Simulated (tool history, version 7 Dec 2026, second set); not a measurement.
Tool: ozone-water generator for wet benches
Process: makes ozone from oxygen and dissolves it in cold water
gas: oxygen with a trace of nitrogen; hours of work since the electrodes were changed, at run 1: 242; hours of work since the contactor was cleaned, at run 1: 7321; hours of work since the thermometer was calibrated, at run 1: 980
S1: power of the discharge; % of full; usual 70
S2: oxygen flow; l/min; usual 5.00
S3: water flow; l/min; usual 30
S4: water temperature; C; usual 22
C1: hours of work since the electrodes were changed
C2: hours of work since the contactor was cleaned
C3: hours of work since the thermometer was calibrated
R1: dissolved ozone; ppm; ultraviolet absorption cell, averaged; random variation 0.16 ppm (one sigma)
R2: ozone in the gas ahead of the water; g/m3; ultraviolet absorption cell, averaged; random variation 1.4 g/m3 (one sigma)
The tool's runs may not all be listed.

run,hour,S1,S2,S3,S4,C1,C2,C3,R1,R2
1,0.0,70,5.00,30,22,242,7321,980,20.5,258.9
2,15.8,70,5.00,30,22,252,7331,991,20.7,259.0
3,33.4,70,5.00,30,22,263,7342,1002,20.6,260.1
4,61.1,70,5.00,30,22,281,7360,1020,20.8,259.7
5,86.3,70,5.00,26,22,297,7376,1036,23.1,258.4
6,112.2,70,5.00,26,22,314,7393,1052,22.9,258.9
7,134.4,70,5.00,26,22,328,7407,1067,22.9,260.1
8,152.1,70,5.00,26,22,339,7418,1078,23.2,256.9
# hour 159.1: contactor cleaned
9,172.7,70,5.00,30,22,350,9,1089,20.3,258.0
10,194.8,70,5.00,30,23,364,23,1103,20.1,257.4
11,218.1,70,5.00,30,23,379,38,1118,20.2,256.0
12,236.0,70,5.00,30,23,391,49,1129,20.2,258.7
13,258.6,70,5.00,30,23,405,64,1144,20.0,259.6
14,275.2,70,5.00,30,23,416,75,1155,19.9,258.3
# hour 304.5: contactor cleaned, once more
15,314.1,70,5.00,30,23,438,6,1177,20.8,258.4
16,336.5,70,5.00,30,23,453,21,1191,20.7,256.5
17,360.3,51,5.00,30,29,468,36,1207,15.1,204.2
18,397.8,51,5.00,30,29,492,60,1231,15.1,204.8
19,416.1,54,5.38,29,25,504,72,1242,17.2,202.5

How the hidden state differs across the entries between the runs, from the last listed run before each to the first after it:
Between runs 8 and 9: contactor cleaned (hour 159.1)
  contactor's efficiency, % of a clean one's: 93.6 -> 90.8
  measured less the result without the state, R1: -0.8 -> -0.9 ppm; R2: -0.7 -> -0.7 g/m3
Between runs 14 and 15: contactor cleaned, once more (hour 304.5)
  yield of the discharge, % of new electrodes': 99.6 -> 99.5; contactor's efficiency, % of a clean one's: 90.8 -> 99.5
  measured less the result without the state, R1: -0.9 -> -0.1 ppm; R2: -1.1 -> -1.3 g/m3
